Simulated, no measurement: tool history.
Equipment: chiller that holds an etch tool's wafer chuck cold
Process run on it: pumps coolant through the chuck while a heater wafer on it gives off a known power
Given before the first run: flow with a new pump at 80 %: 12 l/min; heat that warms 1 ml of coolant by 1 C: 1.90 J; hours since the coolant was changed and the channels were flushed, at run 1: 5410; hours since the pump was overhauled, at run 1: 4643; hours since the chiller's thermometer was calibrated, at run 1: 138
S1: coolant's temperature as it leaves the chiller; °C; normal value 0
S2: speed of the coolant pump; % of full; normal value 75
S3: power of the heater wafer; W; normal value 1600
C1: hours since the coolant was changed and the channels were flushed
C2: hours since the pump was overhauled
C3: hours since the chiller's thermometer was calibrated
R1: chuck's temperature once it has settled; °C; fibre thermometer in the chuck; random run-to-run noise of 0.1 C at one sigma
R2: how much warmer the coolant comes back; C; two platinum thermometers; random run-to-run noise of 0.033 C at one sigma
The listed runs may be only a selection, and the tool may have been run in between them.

Run 1, hour 0.0: usual settings; C1 5410; C2 4643; C3 138. Result: R1 13.5 °C, R2 4.96 C.
Run 2, hour 57.3: usual settings; C1 5467; C2 4701; C3 196. Result: R1 13.4 °C, R2 4.99 C.
Run 3, hour 121.5: usual settings; C1 5531; C2 4765; C3 260. Result: R1 13.5 °C, R2 4.99 C.
Run 4, hour 243.2: usual settings; C1 5653; C2 4887; C3 381. Result: R1 13.6 °C, R2 5.01 C.
Run 5, hour 367.9: usual settings but S3 1224 W; C1 5778; C2 5011; C3 506. Result: R1 10.4 °C, R2 3.84 C.
Run 6, hour 449.6: usual settings but S3 1224 W; C1 5859; C2 5093; C3 588. Result: R1 10.4 °C, R2 3.81 C.
At hour 470.7: coolant changed, channels flushed.
Run 7, hour 586.9: usual settings but S3 1224 W; C1 116; C2 5224; C3 719. Result: R1 9.0 °C, R2 3.79 C.
Run 8, hour 647.2: usual settings; C1 176; C2 5285; C3 779. Result: R1 11.7 °C, R2 5.07 C.
Run 9, hour 759.6: usual settings; C1 289; C2 5397; C3 892. Result: R1 11.9 °C, R2 5.08 C.
Run 10, hour 842.2: usual settings but S3 929 W; C1 371; C2 5480; C3 974. Result: R1 6.7 °C, R2 2.96 C.
Run 11, hour 910.9: usual settings but S1 9 °C, S3 929 W; C1 440; C2 5548; C3 1043. Result: R1 15.8 °C, R2 2.97 C.
Run 12, hour 989.6: usual settings but S2 84 % of full; C1 519; C2 5627; C3 1122. Result: R1 10.7 °C, R2 4.58 C.
Run 13, hour 1099.4: usual settings but S2 84 % of full; C1 629; C2 5737; C3 1232. Result: R1 10.8 °C, R2 4.63 C.
Run 14, hour 1199.0: usual settings but S3 837 W; C1 728; C2 5836; C3 1331. Result: R1 6.0 °C, R2 2.67 C.
Run 15, hour 1257.5: usual settings; C1 787; C2 5895; C3 1390. Result: R1 12.0 °C, R2 5.10 C.
Run 16, hour 1346.2: usual settings but S2 83 % of full; C1 875; C2 5984; C3 1478. Result: R1 11.0 °C, R2 4.66 C.
Run 17, hour 1441.9: usual settings but S2 67 % of full; C1 971; C2 6079; C3 1574. Result: R1 13.2 °C, R2 5.73 C.
Run 18, hour 1500.5: usual settings but S2 67 % of full; C1 1030; C2 6138; C3 1633. Result: R1 13.3 °C, R2 5.76 C.
Run 19, hour 1566.1: usual settings but S2 67 % of full; C1 1095; C2 6203; C3 1698. Result: R1 13.4 °C, R2 5.79 C.
Run 20, hour 1653.7: usual settings but S2 73 % of full; C1 1183; C2 6291; C3 1786. Result: R1 12.4 °C, R2 5.30 C.
Run 21, hour 1765.9: usual settings but S2 84 % of full, S3 2155 W; C1 1295; C2 6403; C3 1898. Result: R1 15.1 °C, R2 6.34 C.
Run 22, hour 1830.1: usual settings but S2 92 % of full, S3 2155 W; C1 1359; C2 6467; C3 1962. Result: R1 13.9 °C, R2 5.73 C.
Run 23, hour 1896.5: usual settings but S1 -9 °C, S2 90 % of full, S3 1275 W; C1 1426; C2 6534; C3 2029. Result: R1 -0.7 °C, R2 3.46 C.
At hour 1903.9: chiller's thermometer calibrated.
Run 24, hour 1991.3: usual settings but S1 -8 °C, S2 90 % of full, S3 1581 W; C1 1520; C2 6628; C3 87. Result: R1 2.3 °C, R2 4.29 C.
Run 25, hour 2059.5: usual settings but S1 -8 °C, S2 83 % of full, S3 1965 W; C1 1588; C2 6696; C3 156. Result: R1 5.7 °C, R2 5.87 C.
Run 26, hour 2171.0: usual settings but S1 -8 °C, S2 83 % of full, S3 1965 W; C1 1699; C2 6807; C3 267. Result: R1 5.7 °C, R2 5.83 C.
Run 27, hour 2285.1: usual settings but S1 -3 °C, S2 83 % of full, S3 1589 W; C1 1813; C2 6921; C3 381. Result: R1 8.0 °C, R2 4.75 C.
Run 28, hour 2397.0: usual settings but S1 -3 °C, S2 83 % of full, S3 1589 W; C1 1925; C2 7033; C3 493. Result: R1 8.1 °C, R2 4.77 C.
At hour 2425.8: chiller's thermometer calibrated, once more.
Run 29, hour 2502.2: usual settings but S1 -8 °C, S2 61 % of full, S3 807 W; C1 2029; C2 7138; C3 76. Result: R1 -0.3 °C, R2 3.21 C.
Run 30, hour 2562.1: usual settings but S1 10 °C, S2 62 % of full, S3 1155 W; C1 2089; C2 7197; C3 136. Result: R1 21.0 °C, R2 4.57 C.
Run 31, hour 2692.2: usual settings but S1 4 °C, S2 62 % of full, S3 824 W; C1 2219; C2 7328; C3 266. Result: R1 11.9 °C, R2 3.33 C.
Run 32, hour 2776.1: usual settings but S1 4 °C, S2 62 % of full, S3 824 W; C1 2303; C2 7411; C3 350. Result: R1 12.0 °C, R2 3.32 C.

Here are 4 independent what-if runs from the current tool condition. What would each one return?
Run A, hour 2902.6: usual settings but S1 4 °C, S2 90 % of full, S3 824 W; C1 2430; C2 7538; C3 477. Result: R1 ?, R2 ?.
Run B, hour 2902.6: usual settings but S1 1 °C, S2 62 % of full, S3 2357 W; C1 2430; C2 7538; C3 477. Result: R1 ?, R2 ?.
Run C, hour 2902.6: usual settings but S1 -3 °C, S2 73 % of full; C1 2430; C2 7538; C3 477. Result: R1 ?, R2 ?.
Run D, hour 2902.6: usual settings but S1 -4 °C, S2 67 % of full, S3 981 W; C1 2430; C2 7538; C3 477. Result: R1 ?, R2 ?.

run    R1    R2
  A   9.8  2.30
  B  23.7  9.46
  C  10.5  5.48
  D   4.8  3.69
With the hidden condition removed and each run's random variation left untouched, the same runs would have given:
run    R1    R2
  A   8.8  1.92
  B  19.4  7.92
  C   8.0  4.59
  D   3.2  3.10
